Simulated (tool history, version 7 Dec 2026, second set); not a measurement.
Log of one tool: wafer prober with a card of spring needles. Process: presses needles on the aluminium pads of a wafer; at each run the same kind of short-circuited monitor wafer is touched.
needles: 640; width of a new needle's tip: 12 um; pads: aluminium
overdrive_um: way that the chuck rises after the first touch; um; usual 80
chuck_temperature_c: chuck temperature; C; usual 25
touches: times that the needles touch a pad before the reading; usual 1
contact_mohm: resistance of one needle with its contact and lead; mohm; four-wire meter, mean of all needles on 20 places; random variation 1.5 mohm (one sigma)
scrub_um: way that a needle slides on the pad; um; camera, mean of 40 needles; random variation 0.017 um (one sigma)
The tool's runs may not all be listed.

run	hour	overdrive_um	chuck_temperature_c	touches	contact_mohm	scrub_um
1	0	80	25	1	217	10.3
# hour 32.2: tips cleaned on abrasive film
2	55.1	90	25	1	262	11.59
# hour 66.1: tips cleaned on abrasive film
# hour 101.6: tips cleaned on abrasive film
3	122.6	80	25	1	280	10.3
# hour 136.3: tips cleaned on abrasive film
# hour 173: tips cleaned on abrasive film
4	177.5	80	25	1	218	10.27
# hour 206.9: tips cleaned on abrasive film
5	214.6	80	25	1	245	10.25
# hour 245: tips cleaned on abrasive film
# hour 281.5: tips cleaned on abrasive film
6	285.9	80	25	1	216	10.25
# hour 319.6: tips cleaned on abrasive film
7	334.4	80	25	1	280	10.19
# hour 353.3: tips cleaned on abrasive film
# hour 388.9: tips cleaned on abrasive film
8	405.7	80	25	1	279	10.23
# hour 422.9: tips cleaned on abrasive film
# hour 454.7: tips cleaned on abrasive film
9	460.3	80	25	1	230	10.18
# hour 485.3: tips cleaned on abrasive film, once more
10	499.1	80	25	1	274	10.15
# hour 519.2: tips cleaned on abrasive film
11	548.5	80	25	1	296	10.17
# hour 555.8: tips cleaned on abrasive film
# hour 592.4: tips cleaned on abrasive film
12	592.4	61	47	2	169	7.68
# hour 626.4: tips cleaned on abrasive film
# hour 626.7: height of the first contact set anew
13	648.1	80	29	1	286	10.29
# hour 658.7: tips cleaned on abrasive film
14	689.9	73	99	1	314	9.41
# hour 695: tips cleaned on abrasive film
# hour 728.1: tips cleaned on abrasive film
15	742.4	73	99	1	303	9.38
# hour 764.4: tips cleaned on abrasive film
# hour 801.9: tips cleaned on abrasive film
16	811.2	73	99	1	273	9.33
# hour 837.1: tips cleaned on abrasive film
17	867.9	73	99	1	320	9.35
# hour 872.3: tips cleaned on abrasive film
# hour 906.4: tips cleaned on abrasive film
18	919.5	88	99	1	263	11.28
# hour 940.3: tips cleaned on abrasive film
# hour 973.7: tips cleaned on abrasive film
19	973.7	80	25	2	154	10.22
# hour 1006.7: tips cleaned on abrasive film
20	1014.5	80	25	2	210	10.16
# hour 1041: tips cleaned on abrasive film
21	1067	70	49	1	345	8.89

Below are 3 alternative next runs, each starting from the tool's condition after run 21. Predict each:
# hour 1072.6: tips cleaned on abrasive film
A	1098.6	76	49	1	?	?
# hour 1072.6: tips cleaned on abrasive film
B	1098.6	70	49	2	?	?
# hour 1072.6: tips cleaned on abrasive film
C	1098.6	69	111	1	?	?

run	contact_mohm	scrub_um
A	315	9.67
B	266	8.91
C	345	8.74
Without the tool's unlogged condition, the same runs would have read:
run	contact_mohm	scrub_um
A	153	9.79
B	153	9.04
C	168	8.87
